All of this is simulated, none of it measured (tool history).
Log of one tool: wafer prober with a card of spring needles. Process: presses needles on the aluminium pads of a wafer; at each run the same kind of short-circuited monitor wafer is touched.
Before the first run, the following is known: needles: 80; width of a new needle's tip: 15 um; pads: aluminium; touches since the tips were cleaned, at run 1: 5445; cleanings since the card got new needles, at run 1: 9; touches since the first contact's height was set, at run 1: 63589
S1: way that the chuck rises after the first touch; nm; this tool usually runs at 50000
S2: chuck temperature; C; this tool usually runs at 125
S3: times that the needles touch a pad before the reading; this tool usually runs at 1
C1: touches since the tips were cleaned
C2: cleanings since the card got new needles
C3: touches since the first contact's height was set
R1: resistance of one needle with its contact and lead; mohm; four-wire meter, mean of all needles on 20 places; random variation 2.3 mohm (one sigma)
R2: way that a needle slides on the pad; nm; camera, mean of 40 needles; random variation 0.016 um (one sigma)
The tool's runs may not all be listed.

run   hour     S1   S2  S3    C1  C2      C3   R1     R2
  1    0.0  50000  125   1  5445   9   63589  377   8920
       1.2  -- tips cleaned on abrasive film
      11.6  -- tips cleaned on abrasive film
  2   14.4  50000  125   1  1715  11   72355  307   8860
      22.1  -- tips cleaned on abrasive film
  3   28.0  50000  125   1  3649  12   80678  351   8850
      32.0  -- tips cleaned on abrasive film
  4   35.3  50000  125   1  2032  13   85094  325   8850
      42.2  -- tips cleaned on abrasive film
  5   46.7  50000  125   1  2749  14   92053  334   8840
      52.8  -- tips cleaned on abrasive film
  6   57.7  54000  125   1  2991  15   98763  325   9510
      63.1  -- tips cleaned on abrasive film
  7   67.1  50000  125   1  2411  16  104500  327   8820
      73.2  -- tips cleaned on abrasive film
      74.3  -- height of the first contact set anew
  8   77.3  50000  125   1  2349  17    1842  323   9010
      84.1  -- tips cleaned on abrasive film
  9   84.6  50000  125   1   312  18    6275  269   8980
      94.6  -- tips cleaned on abrasive film
 10   98.3  50000  125   1  2305  19   14696  326   8950
     104.8  -- tips cleaned on abrasive film
 11  110.6  50000  125   1  3563  20   22162  354   8980
     115.1  -- tips cleaned on abrasive film
 12  123.0  50000  125   1  4866  21   29758  366   8960
     125.7  -- tips cleaned on abrasive film
 13  132.9  50000  125   1  4423  22   35784  366   8970
     136.1  -- tips cleaned on abrasive film
 14  144.5  50000  125   2  5201  23   42905  329   8930
     146.2  -- tips cleaned on abrasive film
     156.0  -- tips cleaned on abrasive film
 15  158.3  50000  125   2  1408  25   51300  284   8920
     166.0  -- tips cleaned on abrasive film
 16  167.6  50000  125   2   967  26   56962  276   8910
     176.8  -- tips cleaned on abrasive film
 17  180.8  40000  101   3  2459  27   65038  299   7060
     186.9  -- tips cleaned on abrasive film
 18  191.5  50000  124   1  2794  28   71548  340   8870
     197.3  -- tips cleaned on abrasive film
 19  200.5  50000  124   1  1966  29   77028  316   8830
     207.8  -- tips cleaned on abrasive film
 20  211.7  55000   94   1  2406  30   83874  313   9740
     217.6  -- tips cleaned on abrasive film
 21  220.2  55000   78   2  1581  31   89073  271   9740
 22  226.4  62000   54   1  5418  31   92910  333  10990
     227.6  -- tips cleaned on abrasive film
 23  232.6  40000   51   2  3109  32   96666  328   7060
     238.6  -- tips cleaned on abrasive film
 24  241.9  59000   58   2  2035  33  102304  274  10450
     249.1  -- tips cleaned on abrasive film
     253.0  -- height of the first contact set anew
 25  256.7  59000   58   2  4510  34    2277  291  10630
     259.8  -- tips cleaned on abrasive film
 26  264.5  59000   58   2  2959  35    7073  281  10630
     269.6  -- tips cleaned on abrasive film
 27  276.3  59000   58   2  4157  36   14277  288  10600
     279.4  -- tips cleaned on abrasive film
 28  282.4  43000   28   2  1840  37   17939  290   7720

Consider 4 possible next runs. They are alternatives, not a sequence: every one starts from the tool as it was left by run 28. What does each give?
     289.6  -- tips cleaned on abrasive film
  A  297.0  50000   85   1  4552  38  26910   ?   ?
     289.6  -- tips cleaned on abrasive film
  B  297.0  37000   28   2  4552  38  26910   ?   ?
     289.6  -- tips cleaned on abrasive film
  C  297.0  49000  105   1  4552  38  26910   ?   ?
     289.6  -- tips cleaned on abrasive film
  D  297.0  50000  125   2  4552  38  26910   ?   ?

run   R1    R2
  A  364  8970
  B  372  6600
  C  370  8800
  D  319  8980
The same runs, with their run-to-run variation unchanged, on a tool lacking any hidden condition would have given:
run   R1    R2
  A  244  9010
  B  236  6640
  C  249  8840
  D  252  9020

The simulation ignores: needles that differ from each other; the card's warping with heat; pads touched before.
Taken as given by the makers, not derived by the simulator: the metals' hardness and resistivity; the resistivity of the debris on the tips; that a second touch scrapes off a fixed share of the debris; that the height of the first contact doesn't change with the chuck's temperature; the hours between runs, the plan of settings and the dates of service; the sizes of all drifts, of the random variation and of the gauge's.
